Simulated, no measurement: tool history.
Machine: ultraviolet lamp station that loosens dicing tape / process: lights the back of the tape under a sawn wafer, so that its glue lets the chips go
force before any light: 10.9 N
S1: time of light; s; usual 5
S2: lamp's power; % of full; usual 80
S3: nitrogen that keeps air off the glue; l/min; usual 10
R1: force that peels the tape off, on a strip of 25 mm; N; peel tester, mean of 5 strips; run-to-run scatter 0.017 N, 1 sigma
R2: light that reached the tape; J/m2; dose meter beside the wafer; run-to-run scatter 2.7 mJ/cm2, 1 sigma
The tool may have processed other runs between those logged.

| run | day | S1 | S2 | S3 | R1 | R2 |
|---|---|---|---|---|---|---|
| 1 | 0 | 5 | 80 | 10 | 1.889 | 2460 |
|  | 1.75 | window cleaned of glue's vapour |
| 2 | 1.75 | 5 | 80 | 10 | 1.535 | 2720 |
| 3 | 3.467 | 5 | 80 | 14 | 1.26 | 2650 |
| 4 | 5.558 | 5 | 80 | 14 | 1.352 | 2590 |
| 5 | 8.362 | 5 | 80 | 14 | 1.442 | 2520 |
| 6 | 11.308 | 5 | 80 | 10 | 1.938 | 2390 |
| 7 | 14.404 | 5 | 80 | 10 | 2.108 | 2290 |
| 8 | 17.408 | 5 | 80 | 11 | 2.171 | 2200 |
| 9 | 20.579 | 5 | 82 | 10 | 2.395 | 2170 |
|  | 20.746 | window cleaned of glue's vapour |
| 10 | 23.029 | 5 | 80 | 10 | 1.971 | 2360 |
| 11 | 24.396 | 5 | 80 | 10 | 2.089 | 2280 |
| 12 | 27.242 | 5 | 80 | 10 | 2.28 | 2190 |
| 13 | 29.646 | 4 | 80 | 10 | 3.087 | 1740 |
| 14 | 31.45 | 4 | 80 | 10 | 3.193 | 1680 |
| 15 | 33.292 | 4 | 80 | 10 | 3.36 | 1650 |
|  | 35.875 | lamp changed |
| 16 | 35.875 | 4 | 80 | 10 | 1.781 | 2530 |
| 17 | 37.762 | 4 | 80 | 10 | 1.831 | 2510 |
| 18 | 39.346 | 8 | 66 | 16 | 0.44 | 4020 |
|  | 39.821 | window cleaned of glue's vapour |
| 19 | 42.229 | 2 | 77 | 19 | 3.479 | 1330 |
| 20 | 43.917 | 8 | 68 | 19 | 0.28 | 4560 |
| 21 | 46.825 | 3 | 68 | 16 | 2.819 | 1650 |
| 22 | 49.238 | 3 | 68 | 16 | 2.81 | 1610 |
| 23 | 51.371 | 3 | 68 | 16 | 2.886 | 1550 |
| 24 | 53.9 | 2 | 63 | 14 | 5.253 | 960 |
| 25 | 55.712 | 7 | 75 | 14 | 0.539 | 3840 |
|  | 58.758 | window cleaned of glue's vapour |
| 26 | 58.896 | 5 | 77 | 10 | 1.198 | 3130 |
| 27 | 61 | 5 | 77 | 10 | 1.267 | 2970 |
| 28 | 64.196 | 9 | 80 | 9 | 0.328 | 5420 |

Some steps in R1 between neighbouring runs. How much of each would the tool show without its hidden state too (settings, what came in, random variation), and how much is left for the hidden state, with any gauge scatter that isn't in both results?
The hidden state here: lamp's light, % of a new lamp's; light that the window lets through, % of a clean one's; drift of the gauge itself on peel_n, %; drift of the gauge itself on dose_mj_cm2, %.
Run 15 -> 16: lamp changed. R1 -1.579 N: hidden state -1.589, all else +0.01.
Run 19 -> 20: S1 2 -> 8, S2 77 -> 68. R1 -3.199 N: hidden state -0.176, all else -3.023.
Run 24 -> 25: S1 2 -> 7, S2 63 -> 75. R1 -4.714 N: hidden state -0.572, all else -4.142.

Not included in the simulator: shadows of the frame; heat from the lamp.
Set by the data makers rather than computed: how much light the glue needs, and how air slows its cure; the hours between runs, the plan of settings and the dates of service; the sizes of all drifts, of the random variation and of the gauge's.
